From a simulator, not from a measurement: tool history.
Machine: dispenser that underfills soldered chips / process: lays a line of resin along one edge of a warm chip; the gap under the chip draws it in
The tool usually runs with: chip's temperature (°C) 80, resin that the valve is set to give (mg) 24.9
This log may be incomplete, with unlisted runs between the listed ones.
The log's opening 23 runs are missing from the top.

run	hour	chip's temperature (°C)	resin that the valve is set to give (mg)	hours of work since the syringe was changed	hours of work since the valve was cleaned	hours of work since the stage was calibrated	time until the resin shows at the far edge (s)	resin that the valve gave (mg)
24	80.2	77	27.5	2	17	63	85.9	27.17
25	82.2	77	26.1	3	18	65	98.3	25.81
26	84.1	77	26.1	4	20	66	108.5	25.75
27	87	77	26.1	6	22	68	125.2	25.56
# hour 88.9: new syringe of resin
28	89.3	77	26.1	0	23	69	74.9	25.75
29	93.8	81	23.7	3	26	72	78.1	23.05
30	97.3	72	27.8	5	28	74	147	27.13
31	99.4	66	24.9	7	29	75	232.1	24.29
# hour 100.8: new syringe of resin
32	101.7	87	23.1	1	30	77	46.8	22.74
33	104	68	24.9	2	32	78	139.6	24.06
34	106.2	68	24.9	3	33	79	160.5	24.18

Run 35 comes next. What will it give?
35	108.8	85	24.5	5	35	81	?	?

Run 35 produced time until the resin shows at the far edge (s) 74.9, resin that the valve gave (mg) 23.76.
With no hidden state in the tool, this same run would have given time until the resin shows at the far edge (s) 50.5, resin that the valve gave (mg) 24.51.

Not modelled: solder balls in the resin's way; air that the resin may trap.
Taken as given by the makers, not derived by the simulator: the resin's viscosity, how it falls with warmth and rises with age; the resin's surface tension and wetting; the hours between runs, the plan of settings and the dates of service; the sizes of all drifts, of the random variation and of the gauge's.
